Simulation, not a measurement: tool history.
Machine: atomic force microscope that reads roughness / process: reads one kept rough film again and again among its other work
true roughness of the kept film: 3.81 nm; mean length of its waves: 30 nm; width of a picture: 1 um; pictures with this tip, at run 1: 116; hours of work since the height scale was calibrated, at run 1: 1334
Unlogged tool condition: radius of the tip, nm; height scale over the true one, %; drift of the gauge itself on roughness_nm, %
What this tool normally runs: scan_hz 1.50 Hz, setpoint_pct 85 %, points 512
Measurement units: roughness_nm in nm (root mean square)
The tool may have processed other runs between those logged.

run,hour,scan_hz,setpoint_pct,points,pictures with this tip,hours of work since the height scale was calibrated,roughness_nm
1,0.0,1.50,85,512,116,1334,2.483
2,53.2,1.50,85,512,190,1363,2.316
3,99.8,1.50,85,512,255,1389,2.187
# hour 140.6: new tip fitted
4,172.0,1.50,85,512,44,1428,2.751
5,212.1,1.50,85,512,99,1451,2.584
6,247.6,1.50,85,512,149,1470,2.457
7,305.2,1.50,85,512,229,1502,2.312
8,360.7,1.50,85,512,306,1532,2.156
# hour 368.3: new tip fitted
9,434.5,1.50,85,289,92,1573,2.571
10,508.8,1.50,57,289,195,1614,2.677
11,571.8,1.50,57,289,283,1648,2.497
# hour 593.3: new tip fitted
12,630.2,1.50,57,289,51,1680,3.080
13,661.3,1.50,57,289,95,1697,2.987
14,705.4,1.50,64,512,156,1721,2.761
15,779.0,1.50,64,512,258,1762,2.524
# hour 819.2: new tip fitted
16,830.6,1.50,64,512,15,1790,3.167
17,905.9,1.50,85,512,120,1831,2.554
18,959.4,1.50,85,512,194,1861,2.379
19,996.5,1.59,85,512,246,1881,2.234
# hour 1048.5: new tip fitted
20,1061.3,2.20,85,512,17,1917,2.633
# hour 1069.3: height scale calibrated on a step standard
21,1093.7,1.50,85,458,61,13,2.702
22,1152.1,0.52,77,353,142,46,2.848
23,1211.2,0.52,77,353,225,78,2.632
24,1252.4,0.52,77,353,282,101,2.534
# hour 1275.7: new tip fitted
# hour 1288.3: height scale calibrated on a step standard, once more
25,1293.0,1.50,85,453,23,3,2.786
26,1342.6,1.50,85,453,92,30,2.600
27,1388.3,1.50,85,453,156,55,2.444
28,1433.4,1.38,71,375,218,80,2.545
29,1472.5,1.38,80,795,273,101,2.312
# hour 1500.9: new tip fitted
30,1540.3,1.38,67,880,55,138,3.021
31,1588.6,1.38,67,880,122,165,2.837
32,1624.9,1.18,56,851,173,185,2.818
33,1670.0,1.18,56,851,236,210,2.656
# hour 1723.8: new tip fitted
34,1724.1,3.35,56,275,0,239,3.098
35,1761.2,0.60,61,384,52,260,3.107
36,1826.3,2.00,70,754,142,296,2.639
37,1894.3,3.75,67,411,237,333,2.271
38,1930.6,3.75,67,411,287,353,2.171
# hour 1950.4: new tip fitted
39,1966.3,3.75,67,411,22,372,2.824

For some of the steps in roughness_nm from one run to the next: how much would appear even if the tool had no hidden state, given the settings, what came in and random variation, and how much remains for the hidden state plus any gauge scatter that the measured result and the result without hidden state don't share?
Run 15 -> 16: new tip fitted. roughness_nm +0.643 nm (root mean square): hidden state +0.654, all else -0.011.
Run 24 -> 25: scan_hz 0.52 -> 1.50, setpoint_pct 77 -> 85, points 353 -> 453, new tip fitted, height scale calibrated on a step standard, once more. roughness_nm +0.252 nm (root mean square): hidden state +0.646, all else -0.394.
Run 29 -> 30: setpoint_pct 80 -> 67, points 795 -> 880, new tip fitted. roughness_nm +0.709 nm (root mean square): hidden state +0.498, all else +0.211.
Run 33 -> 34: scan_hz 1.18 -> 3.35, points 851 -> 275, new tip fitted. roughness_nm +0.442 nm (root mean square): hidden state +0.643, all else -0.201.
Run 38 -> 39: new tip fitted. roughness_nm +0.653 nm (root mean square): hidden state +0.634, all else +0.019.
